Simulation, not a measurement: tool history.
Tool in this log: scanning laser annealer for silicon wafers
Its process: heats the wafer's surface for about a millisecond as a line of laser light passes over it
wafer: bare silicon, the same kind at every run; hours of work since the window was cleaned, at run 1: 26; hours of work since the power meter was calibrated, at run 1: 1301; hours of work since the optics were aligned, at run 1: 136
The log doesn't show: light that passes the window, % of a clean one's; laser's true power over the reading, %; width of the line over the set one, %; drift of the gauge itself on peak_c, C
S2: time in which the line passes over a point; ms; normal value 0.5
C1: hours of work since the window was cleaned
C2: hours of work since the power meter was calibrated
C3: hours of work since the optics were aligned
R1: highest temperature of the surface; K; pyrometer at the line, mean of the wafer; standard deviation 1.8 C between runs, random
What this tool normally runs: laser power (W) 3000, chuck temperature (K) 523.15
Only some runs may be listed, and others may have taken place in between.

Run 1, hour 0: usual settings; C1 26; C2 1301; C3 136. Result: R1 1339.15 K.
Run 2, hour 64.4: usual settings but S2 0.508 ms; C1 54; C2 1330; C3 164. Result: R1 1343.15 K.
Run 3, hour 148.1: usual settings but S2 0.378 ms; C1 91; C2 1366; C3 201. Result: R1 1240.15 K.
Run 4, hour 206.3: usual settings but S2 0.378 ms; C1 116; C2 1392; C3 227. Result: R1 1238.15 K.
Run 5, hour 257.5: usual settings but S2 0.577 ms; C1 139; C2 1414; C3 249. Result: R1 1380.15 K.
Run 6, hour 307.1: usual settings but S2 0.577 ms; C1 161; C2 1436; C3 271. Result: R1 1379.15 K.
Run 7, hour 358.7: usual settings but S2 0.577 ms; C1 183; C2 1459; C3 293. Result: R1 1377.15 K.
Run 8, hour 440: usual settings but S2 0.577 ms; C1 219; C2 1495; C3 329. Result: R1 1371.15 K.
Run 9, hour 509.5: usual settings but S2 0.577 ms; C1 250; C2 1525; C3 360. Result: R1 1372.15 K.
Run 10, hour 581.8: usual settings but S2 0.577 ms; C1 281; C2 1557; C3 391. Result: R1 1367.15 K.
Run 11, hour 617.1: usual settings but S2 0.57 ms; C1 297; C2 1572; C3 407. Result: R1 1363.15 K.
Run 12, hour 655.4: usual settings but S2 0.57 ms; C1 314; C2 1589; C3 424. Result: R1 1364.15 K.
Run 13, hour 701.1: usual settings but S2 0.57 ms; C1 334; C2 1609; C3 444. Result: R1 1362.15 K.
Run 14, hour 784.5: usual settings but laser power (W) 2722, S2 0.57 ms, chuck temperature (K) 542.15; C1 370; C2 1646; C3 480. Result: R1 1286.15 K.
Run 15, hour 833.4: usual settings but laser power (W) 2722, S2 0.57 ms, chuck temperature (K) 542.15; C1 392; C2 1667; C3 502. Result: R1 1287.15 K.
Run 16, hour 870.1: usual settings but laser power (W) 2814, S2 0.363 ms, chuck temperature (K) 501.15; C1 408; C2 1683; C3 518. Result: R1 1134.15 K.
Run 17, hour 952: usual settings but laser power (W) 2923, chuck temperature (K) 520.15; C1 444; C2 1719; C3 554. Result: R1 1273.15 K.
Run 18, hour 1006.5: usual settings but S2 0.351 ms, chuck temperature (K) 489.15; C1 468; C2 1743; C3 578. Result: R1 1153.15 K.
At hour 1067.3: window over the wafer cleaned.
Run 19, hour 1085.8: usual settings but laser power (W) 2579, S2 0.351 ms, chuck temperature (K) 489.15; C1 8; C2 1777; C3 612. Result: R1 1082.15 K.
Run 20, hour 1137.1: usual settings but laser power (W) 3245, S2 0.405 ms, chuck temperature (K) 522.15; C1 31; C2 1800; C3 634. Result: R1 1330.15 K.
Run 21, hour 1206.7: usual settings but laser power (W) 2718, S2 0.405 ms, chuck temperature (K) 496.15; C1 61; C2 1830; C3 665. Result: R1 1163.15 K.
Run 22, hour 1262: usual settings but laser power (W) 2718, S2 0.405 ms, chuck temperature (K) 496.15; C1 85; C2 1854; C3 689. Result: R1 1157.15 K.
Run 23, hour 1341: usual settings but laser power (W) 2594, S2 0.359 ms; C1 120; C2 1889; C3 724. Result: R1 1115.15 K.
Run 24, hour 1389.1: usual settings but laser power (W) 2806, S2 0.489 ms, chuck temperature (K) 545.15; C1 141; C2 1910; C3 745. Result: R1 1286.15 K.
Run 25, hour 1452.4: usual settings but laser power (W) 2806, S2 0.354 ms, chuck temperature (K) 559.15; C1 169; C2 1938; C3 772. Result: R1 1199.15 K.
Run 26, hour 1532.2: usual settings but laser power (W) 2891, S2 0.357 ms, chuck temperature (K) 524.15; C1 204; C2 1973; C3 807. Result: R1 1182.15 K.

What if the next run were any one of these 4? Each begins from the tool's condition after run 26:
Run A, hour 1599.2: usual settings but laser power (W) 3254, S2 0.445 ms, chuck temperature (K) 524.15; C1 233; C2 2002; C3 837. Result: R1 ?.
Run B, hour 1599.2: usual settings but laser power (W) 2577; C1 233; C2 2002; C3 837. Result: R1 ?.
Run C, hour 1599.2: usual settings but S2 0.36 ms; C1 233; C2 2002; C3 837. Result: R1 ?.
Run D, hour 1599.2: usual settings but laser power (W) 2552, S2 0.43 ms; C1 233; C2 2002; C3 837. Result: R1 ?.

run       R1
  A  1352.15
  B  1196.15
  C  1212.15
  D  1147.15
Without the tool's hidden state the same runs would have given:
run       R1
  A  1377.15
  B  1217.15
  C  1233.15
  D  1166.15
